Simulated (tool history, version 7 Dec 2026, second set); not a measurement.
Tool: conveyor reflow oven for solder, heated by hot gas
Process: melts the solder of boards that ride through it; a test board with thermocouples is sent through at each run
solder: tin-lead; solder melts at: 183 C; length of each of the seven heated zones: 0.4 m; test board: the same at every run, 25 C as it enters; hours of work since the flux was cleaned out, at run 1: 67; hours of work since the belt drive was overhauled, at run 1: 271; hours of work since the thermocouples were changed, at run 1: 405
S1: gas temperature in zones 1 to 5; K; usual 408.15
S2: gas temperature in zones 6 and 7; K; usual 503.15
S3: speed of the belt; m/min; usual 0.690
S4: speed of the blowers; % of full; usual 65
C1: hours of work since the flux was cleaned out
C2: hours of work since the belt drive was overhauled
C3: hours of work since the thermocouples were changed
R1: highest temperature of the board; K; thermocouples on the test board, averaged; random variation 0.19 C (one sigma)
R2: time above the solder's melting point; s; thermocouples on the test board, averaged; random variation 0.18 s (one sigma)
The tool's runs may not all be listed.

run 1 day=0.000 | S1=408.15 S2=503.15 S3=0.690 S4=65 | C1=67 C2=271 C3=405 | R1=487.45 R2=49.3
run 2 day=0.850 | S1=408.15 S2=503.15 S3=0.690 S4=65 | C1=81 C2=285 C3=419 | R1=487.35 R2=48.9
run 3 day=1.788 | S1=408.15 S2=503.15 S3=0.734 S4=65 | C1=97 C2=301 C3=435 | R1=485.55 R2=44.3
run 4 day=2.733 | S1=408.15 S2=503.15 S3=0.734 S4=65 | C1=113 C2=316 C3=450 | R1=485.55 R2=44.5
run 5 day=3.296 | S1=408.15 S2=503.15 S3=0.734 S4=65 | C1=122 C2=326 C3=460 | R1=485.65 R2=44.5
run 6 day=3.867 | S1=408.15 S2=503.15 S3=0.734 S4=65 | C1=132 C2=335 C3=469 | R1=485.75 R2=44.4
run 7 day=4.675 | S1=408.15 S2=503.15 S3=0.734 S4=65 | C1=145 C2=349 C3=483 | R1=485.45 R2=44.5
run 8 day=5.833 | S1=408.15 S2=503.15 S3=0.690 S4=65 | C1=165 C2=368 C3=502 | R1=487.25 R2=49.2
run 9 day=6.425 | S1=408.15 S2=503.15 S3=0.690 S4=65 | C1=175 C2=378 C3=512 | R1=487.25 R2=49.3
run 10 day=6.971 | S1=408.15 S2=503.15 S3=0.690 S4=65 | C1=184 C2=387 C3=521 | R1=487.35 R2=49.4
run 11 day=7.792 | S1=408.15 S2=503.15 S3=0.690 S4=65 | C1=198 C2=401 C3=535 | R1=487.55 R2=49.2
run 12 day=8.892 | S1=408.15 S2=503.15 S3=0.690 S4=65 | C1=216 C2=419 C3=554 | R1=487.75 R2=49.6
run 13 day=10.038 | S1=408.15 S2=503.15 S3=0.690 S4=65 | C1=235 C2=439 C3=573 | R1=487.65 R2=48.8
run 14 day=11.100 | S1=408.15 S2=503.15 S3=0.690 S4=65 | C1=253 C2=456 C3=590 | R1=487.35 R2=49.4
run 15 day=11.771 | S1=406.15 S2=503.15 S3=0.690 S4=65 | C1=264 C2=468 C3=602 | R1=486.85 R2=48.3
run 16 day=12.388 | S1=397.15 S2=517.15 S3=0.690 S4=65 | C1=274 C2=478 C3=612 | R1=497.75 R2=52.8
run 17 day=13.250 | S1=397.15 S2=517.15 S3=0.690 S4=56 | C1=289 C2=492 C3=626 | R1=493.95 R2=49.9
run 18 day=13.754 | S1=397.15 S2=517.15 S3=0.610 S4=56 | C1=297 C2=501 C3=635 | R1=498.65 R2=60.5
-- day=14.367 flux residue cleaned out of gas plates and filters
run 19 day=15.096 | S1=398.15 S2=495.15 S3=0.690 S4=65 | C1=12 C2=520 C3=654 | R1=478.75 R2=39.1
run 20 day=15.633 | S1=417.15 S2=495.15 S3=0.690 S4=60 | C1=21 C2=529 C3=663 | R1=480.95 R2=46.1
run 21 day=16.350 | S1=417.15 S2=495.15 S3=0.690 S4=60 | C1=33 C2=541 C3=675 | R1=480.65 R2=46.6
run 22 day=17.421 | S1=417.15 S2=495.15 S3=0.564 S4=60 | C1=51 C2=559 C3=693 | R1=485.55 R2=64.0
run 23 day=18.071 | S1=416.15 S2=503.15 S3=0.690 S4=64 | C1=62 C2=570 C3=704 | R1=488.65 R2=52.8
run 24 day=18.546 | S1=416.15 S2=503.15 S3=0.693 S4=57 | C1=70 C2=577 C3=712 | R1=486.15 R2=49.9
run 25 day=19.083 | S1=408.15 S2=497.15 S3=0.707 S4=65 | C1=79 C2=586 C3=721 | R1=481.25 R2=43.4
run 26 day=20.162 | S1=408.15 S2=496.15 S3=0.620 S4=79 | C1=97 C2=605 C3=739 | R1=487.55 R2=57.2
run 27 day=21.125 | S1=408.15 S2=493.15 S3=0.781 S4=65 | C1=113 C2=621 C3=755 | R1=475.15 R2=32.2
run 28 day=22.025 | S1=413.15 S2=493.15 S3=0.781 S4=65 | C1=128 C2=636 C3=770 | R1=476.45 R2=34.9
run 29 day=23.021 | S1=406.15 S2=493.15 S3=0.781 S4=65 | C1=145 C2=652 C3=786 | R1=474.85 R2=31.5
run 30 day=23.825 | S1=406.15 S2=492.15 S3=0.703 S4=50 | C1=158 C2=666 C3=800 | R1=471.45 R2=30.2

Forecast each of these 5 alternatives for the next run:
run A day=24.912 | S1=408.15 S2=495.15 S3=0.690 S4=73 | C1=176 C2=684 C3=818 | R1=? R2=?
run B day=24.912 | S1=408.15 S2=514.15 S3=0.690 S4=65 | C1=176 C2=684 C3=818 | R1=? R2=?
run C day=24.912 | S1=419.15 S2=507.15 S3=0.690 S4=65 | C1=176 C2=684 C3=818 | R1=? R2=?
run D day=24.912 | S1=404.15 S2=506.15 S3=0.690 S4=70 | C1=176 C2=684 C3=818 | R1=? R2=?
run E day=24.912 | S1=410.15 S2=503.15 S3=0.690 S4=65 | C1=176 C2=684 C3=818 | R1=? R2=?

run=A R1=482.85 R2=46.0
run=B R1=497.05 R2=55.4
run=C R1=492.75 R2=56.7
run=D R1=491.15 R2=50.8
run=E R1=488.45 R2=50.3
Without the tool's hidden state the same runs would have given:
run=A R1=482.75 R2=45.9
run=B R1=497.05 R2=55.4
run=C R1=492.65 R2=56.7
run=D R1=491.05 R2=50.7
run=E R1=488.35 R2=50.2
